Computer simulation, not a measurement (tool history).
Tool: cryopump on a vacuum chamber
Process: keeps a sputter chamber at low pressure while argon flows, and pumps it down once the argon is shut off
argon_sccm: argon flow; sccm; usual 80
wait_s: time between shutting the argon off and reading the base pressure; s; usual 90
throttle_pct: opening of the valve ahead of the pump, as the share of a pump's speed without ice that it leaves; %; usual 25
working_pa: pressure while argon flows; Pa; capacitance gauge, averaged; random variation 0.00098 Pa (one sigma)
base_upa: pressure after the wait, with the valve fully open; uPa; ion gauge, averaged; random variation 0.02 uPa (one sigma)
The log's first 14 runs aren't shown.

run,hour,argon_sccm,wait_s,throttle_pct,hours of work since the pump was warmed up and emptied,hours of work since the cold head was overhauled,hours of work since the chamber's fittings were tightened,working_pa,base_upa
15,336.3,80,90,25,15,789,26,0.2478,0.33
16,363.0,68,90,25,36,811,48,0.2099,0.36
17,390.2,68,90,25,58,833,70,0.2109,0.35
18,411.9,75,159,26,76,850,88,0.2248,0.31
19,433.5,80,41,25,93,868,105,0.2500,0.55
20,464.7,80,41,25,119,893,130,0.2495,0.59
21,491.9,32,90,25,141,915,152,0.0988,0.38
22,507.3,32,90,25,153,928,165,0.0997,0.42
23,535.3,122,90,25,176,950,187,0.3796,0.45
24,550.5,122,90,25,188,963,200,0.3798,0.44
25,574.1,98,72,58,207,982,219,0.1344,0.45
26,590.9,98,72,58,221,995,232,0.1337,0.48
27,609.7,39,90,41,236,1010,248,0.0739,0.46
28,637.6,160,90,25,258,1033,270,0.5036,0.51
29,651.3,42,95,38,269,1044,281,0.0867,0.48
30,680.3,42,95,38,293,1068,305,0.0873,0.47
31,705.9,80,32,25,314,1088,325,0.2510,0.82
32,729.3,44,90,25,333,1107,344,0.1371,0.51
33,754.2,54,291,25,353,1127,364,0.1705,0.42

Forecast each of these 4 alternatives for the next run:
A,782.3,54,103,17,375,1150,387,?,?
B,782.3,54,104,25,375,1150,387,?,?
C,782.3,54,291,23,375,1150,387,?,?
D,782.3,96,179,26,375,1150,387,?,?

run,working_pa,base_upa
A,0.2481,0.55
B,0.1701,0.52
C,0.1847,0.42
D,0.2922,0.49
Without the tool's hidden state the same runs would have given:
run,working_pa,base_upa
A,0.2451,0.30
B,0.1671,0.27
C,0.1817,0.17
D,0.2869,0.24

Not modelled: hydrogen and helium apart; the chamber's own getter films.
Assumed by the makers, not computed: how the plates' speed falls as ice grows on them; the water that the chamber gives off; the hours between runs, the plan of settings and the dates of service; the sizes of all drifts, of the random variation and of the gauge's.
